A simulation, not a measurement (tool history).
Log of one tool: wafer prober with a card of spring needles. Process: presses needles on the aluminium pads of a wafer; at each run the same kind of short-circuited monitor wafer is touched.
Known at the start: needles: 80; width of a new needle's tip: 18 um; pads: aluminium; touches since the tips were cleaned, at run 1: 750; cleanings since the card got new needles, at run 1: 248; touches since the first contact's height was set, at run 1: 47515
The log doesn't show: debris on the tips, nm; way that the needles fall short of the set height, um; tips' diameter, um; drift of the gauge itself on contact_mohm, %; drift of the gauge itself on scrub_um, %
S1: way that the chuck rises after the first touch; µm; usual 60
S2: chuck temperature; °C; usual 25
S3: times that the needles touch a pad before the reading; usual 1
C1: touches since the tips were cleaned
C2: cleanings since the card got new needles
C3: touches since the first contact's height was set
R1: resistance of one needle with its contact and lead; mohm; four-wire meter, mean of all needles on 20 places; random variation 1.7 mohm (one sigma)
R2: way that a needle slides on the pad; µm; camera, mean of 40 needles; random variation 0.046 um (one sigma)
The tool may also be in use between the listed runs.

run,day,S1,S2,S3,C1,C2,C3,R1,R2
1,0.000,60,25,1,750,248,47515,168,13.38
# day 0.183: tips cleaned on abrasive film
# day 0.483: tips cleaned on abrasive film
# day 0.788: tips cleaned on abrasive film
# day 1.029: tips cleaned on abrasive film
# day 1.333: tips cleaned on abrasive film
# day 1.633: tips cleaned on abrasive film
# day 1.938: tips cleaned on abrasive film
# day 2.238: tips cleaned on abrasive film
# day 2.542: tips cleaned on abrasive film
2,2.558,60,25,1,185,257,73208,167,13.41
# day 2.629: height of the first contact set anew
# day 2.812: tips cleaned on abrasive film
# day 3.054: tips cleaned on abrasive film
# day 3.358: tips cleaned on abrasive film
# day 3.658: tips cleaned on abrasive film
# day 3.904: tips cleaned on abrasive film
# day 4.204: tips cleaned on abrasive film
# day 4.508: tips cleaned on abrasive film
# day 4.750: tips cleaned on abrasive film
3,4.867,60,25,1,1189,265,22446,170,13.44
# day 5.050: tips cleaned on abrasive film
# day 5.350: tips cleaned on abrasive film
# day 5.596: tips cleaned on abrasive film
# day 5.896: tips cleaned on abrasive film
# day 6.200: tips cleaned on abrasive film
# day 6.454: tips cleaned on abrasive film
4,6.454,60,25,1,0,271,38368,170,13.34
# day 6.696: tips cleaned on abrasive film
# day 6.938: tips cleaned on abrasive film
# day 7.242: tips cleaned on abrasive film
# day 7.542: tips cleaned on abrasive film
# day 7.846: tips cleaned on abrasive film
# day 8.146: tips cleaned on abrasive film
# day 8.392: tips cleaned on abrasive film
# day 8.692: tips cleaned on abrasive film
# day 9.192: card fitted with new needles
5,9.196,60,101,1,24,0,24,183,13.34
# day 9.438: tips cleaned on abrasive film
# day 9.738: tips cleaned on abrasive film
# day 10.042: tips cleaned on abrasive film
# day 10.304: tips cleaned on abrasive film
6,10.304,60,101,1,0,4,11182,183,13.37
# day 10.550: tips cleaned on abrasive film
# day 10.850: tips cleaned on abrasive film
# day 11.092: tips cleaned on abrasive film
# day 11.396: tips cleaned on abrasive film
# day 11.696: tips cleaned on abrasive film
# day 12.000: tips cleaned on abrasive film
# day 12.300: tips cleaned on abrasive film
7,12.538,55,25,1,2426,11,33650,169,12.27
# day 12.604: tips cleaned on abrasive film
# day 12.904: tips cleaned on abrasive film
# day 13.208: tips cleaned on abrasive film
# day 13.508: tips cleaned on abrasive film
# day 13.812: tips cleaned on abrasive film
# day 14.054: tips cleaned on abrasive film
# day 14.358: tips cleaned on abrasive film
# day 14.600: tips cleaned on abrasive film
# day 14.900: tips cleaned on abrasive film
8,15.050,62,97,1,1537,20,58874,184,13.79
# day 15.175: tips cleaned on abrasive film
# day 15.417: tips cleaned on abrasive film
# day 15.721: tips cleaned on abrasive film
# day 16.021: tips cleaned on abrasive film
# day 16.325: tips cleaned on abrasive film
9,16.362,60,70,1,385,25,72012,179,13.33
# day 16.554: height of the first contact set anew
# day 16.617: tips cleaned on abrasive film
# day 16.921: tips cleaned on abrasive film
# day 17.221: tips cleaned on abrasive film
# day 17.525: tips cleaned on abrasive film
# day 17.825: tips cleaned on abrasive film
# day 18.067: tips cleaned on abrasive film
# day 18.371: tips cleaned on abrasive film
# day 18.612: tips cleaned on abrasive film
10,18.638,60,70,1,242,33,20892,177,13.46
# day 18.879: tips cleaned on abrasive film
# day 19.179: tips cleaned on abrasive film
# day 19.483: tips cleaned on abrasive film
# day 19.783: tips cleaned on abrasive film
# day 20.029: tips cleaned on abrasive film
# day 20.329: tips cleaned on abrasive film
11,20.425,60,70,1,966,39,38864,178,13.36
# day 20.608: tips cleaned on abrasive film
# day 20.908: tips cleaned on abrasive film
# day 21.154: tips cleaned on abrasive film
# day 21.454: tips cleaned on abrasive film
# day 21.696: tips cleaned on abrasive film
# day 22.000: tips cleaned on abrasive film
12,22.033,60,47,3,345,45,55000,173,13.35

Forecast each of these 5 alternatives for the next run:
# day 22.275: tips cleaned on abrasive film
# day 22.517: tips cleaned on abrasive film
# day 22.821: tips cleaned on abrasive film
# day 23.121: tips cleaned on abrasive film
# day 23.367: tips cleaned on abrasive film
# day 23.667: tips cleaned on abrasive film
A,23.842,51,36,2,1792,51,73191,?,?
# day 22.275: tips cleaned on abrasive film
# day 22.517: tips cleaned on abrasive film
# day 22.821: tips cleaned on abrasive film
# day 23.121: tips cleaned on abrasive film
# day 23.367: tips cleaned on abrasive film
# day 23.667: tips cleaned on abrasive film
B,23.842,48,25,2,1792,51,73191,?,?
# day 22.275: tips cleaned on abrasive film
# day 22.517: tips cleaned on abrasive film
# day 22.821: tips cleaned on abrasive film
# day 23.121: tips cleaned on abrasive film
# day 23.367: tips cleaned on abrasive film
# day 23.667: tips cleaned on abrasive film
C,23.842,60,47,2,1792,51,73191,?,?
# day 22.275: tips cleaned on abrasive film
# day 22.517: tips cleaned on abrasive film
# day 22.821: tips cleaned on abrasive film
# day 23.121: tips cleaned on abrasive film
# day 23.367: tips cleaned on abrasive film
# day 23.667: tips cleaned on abrasive film
D,23.842,53,79,3,1792,51,73191,?,?
# day 22.275: tips cleaned on abrasive film
# day 22.517: tips cleaned on abrasive film
# day 22.821: tips cleaned on abrasive film
# day 23.121: tips cleaned on abrasive film
# day 23.367: tips cleaned on abrasive film
# day 23.667: tips cleaned on abrasive film
E,23.842,60,60,1,1792,51,73191,?,?

run,R1,R2
A,170,11.40
B,171,10.76
C,173,13.35
D,180,11.81
E,176,13.37
Without the tool's hidden state the same runs would have given:
run,R1,R2
A,170,11.40
B,171,10.76
C,172,13.35
D,180,11.81
E,176,13.37
